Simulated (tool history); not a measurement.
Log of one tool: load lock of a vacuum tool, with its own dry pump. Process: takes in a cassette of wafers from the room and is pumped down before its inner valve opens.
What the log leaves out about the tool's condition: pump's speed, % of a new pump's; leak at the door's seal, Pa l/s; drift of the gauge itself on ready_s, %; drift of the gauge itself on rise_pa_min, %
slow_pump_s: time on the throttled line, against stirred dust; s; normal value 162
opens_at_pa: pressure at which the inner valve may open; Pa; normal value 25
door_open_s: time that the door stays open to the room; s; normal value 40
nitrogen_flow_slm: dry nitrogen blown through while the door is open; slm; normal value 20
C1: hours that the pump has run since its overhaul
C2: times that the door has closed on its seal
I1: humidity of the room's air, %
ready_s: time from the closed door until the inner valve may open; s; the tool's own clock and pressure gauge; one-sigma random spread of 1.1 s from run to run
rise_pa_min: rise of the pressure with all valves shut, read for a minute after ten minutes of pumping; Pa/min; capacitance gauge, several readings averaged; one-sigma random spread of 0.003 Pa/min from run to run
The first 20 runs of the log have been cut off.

run 21 hour=1491.3 | slow_pump_s=141 opens_at_pa=25 door_open_s=40 nitrogen_flow_slm=5 | C1=3850 C2=7953 | I1=44.8 | ready_s=211.8 rise_pa_min=0.135
run 22 hour=1546.1 | slow_pump_s=288 opens_at_pa=26 door_open_s=52 nitrogen_flow_slm=20 | C1=3904 C2=8095 | I1=48.6 | ready_s=335.4 rise_pa_min=0.127
run 23 hour=1593.7 | slow_pump_s=288 opens_at_pa=35 door_open_s=52 nitrogen_flow_slm=7 | C1=3952 C2=8218 | I1=42.7 | ready_s=328.3 rise_pa_min=0.142
run 24 hour=1659.1 | slow_pump_s=140 opens_at_pa=41 door_open_s=162 nitrogen_flow_slm=23 | C1=4018 C2=8388 | I1=44.5 | ready_s=205.2 rise_pa_min=0.157
run 25 hour=1764 | slow_pump_s=117 opens_at_pa=35 door_open_s=126 nitrogen_flow_slm=25 | C1=4122 C2=8660 | I1=47.6 | ready_s=188.1 rise_pa_min=0.152
run 26 hour=1857.7 | slow_pump_s=129 opens_at_pa=28 door_open_s=40 nitrogen_flow_slm=20 | C1=4216 C2=8903 | I1=45.9 | ready_s=200.6 rise_pa_min=0.135
run 27 hour=1930.4 | slow_pump_s=162 opens_at_pa=38 door_open_s=40 nitrogen_flow_slm=20 | C1=4289 C2=9092 | I1=46.5 | ready_s=225 rise_pa_min=0.14
run 28 hour=2003.9 | slow_pump_s=81 opens_at_pa=37 door_open_s=40 nitrogen_flow_slm=20 | C1=4362 C2=9283 | I1=44 | ready_s=158.4 rise_pa_min=0.15
run 29 hour=2111.3 | slow_pump_s=163 opens_at_pa=36 door_open_s=40 nitrogen_flow_slm=20 | C1=4470 C2=9561 | I1=46 | ready_s=226 rise_pa_min=0.15
run 30 hour=2197.2 | slow_pump_s=163 opens_at_pa=36 door_open_s=40 nitrogen_flow_slm=14 | C1=4556 C2=9784 | I1=46.9 | ready_s=226.5 rise_pa_min=0.16
run 31 hour=2307.7 | slow_pump_s=163 opens_at_pa=36 door_open_s=40 nitrogen_flow_slm=14 | C1=4666 C2=10071 | I1=46.6 | ready_s=224.1 rise_pa_min=0.172
run 32 hour=2416.5 | slow_pump_s=298 opens_at_pa=43 door_open_s=40 nitrogen_flow_slm=20 | C1=4775 C2=10353 | I1=42.8 | ready_s=336.5 rise_pa_min=0.164
run 33 hour=2521.1 | slow_pump_s=298 opens_at_pa=43 door_open_s=40 nitrogen_flow_slm=20 | C1=4880 C2=10624 | I1=45.5 | ready_s=333.8 rise_pa_min=0.168
run 34 hour=2607.1 | slow_pump_s=298 opens_at_pa=43 door_open_s=40 nitrogen_flow_slm=20 | C1=4966 C2=10847 | I1=44 | ready_s=333.4 rise_pa_min=0.174

Expected results for the next run?
run 35 hour=2653.8 | slow_pump_s=162 opens_at_pa=25 door_open_s=40 nitrogen_flow_slm=32 | C1=5012 C2=10969 | I1=47.1 | ready_s=? rise_pa_min=?

Logged for run 35: ready_s 229.3 s, rise_pa_min 0.173 Pa/min.
Were there no unlogged condition in the tool, this run, its random variation unchanged, would have produced ready_s 224.8 s, rise_pa_min 0.013 Pa/min.

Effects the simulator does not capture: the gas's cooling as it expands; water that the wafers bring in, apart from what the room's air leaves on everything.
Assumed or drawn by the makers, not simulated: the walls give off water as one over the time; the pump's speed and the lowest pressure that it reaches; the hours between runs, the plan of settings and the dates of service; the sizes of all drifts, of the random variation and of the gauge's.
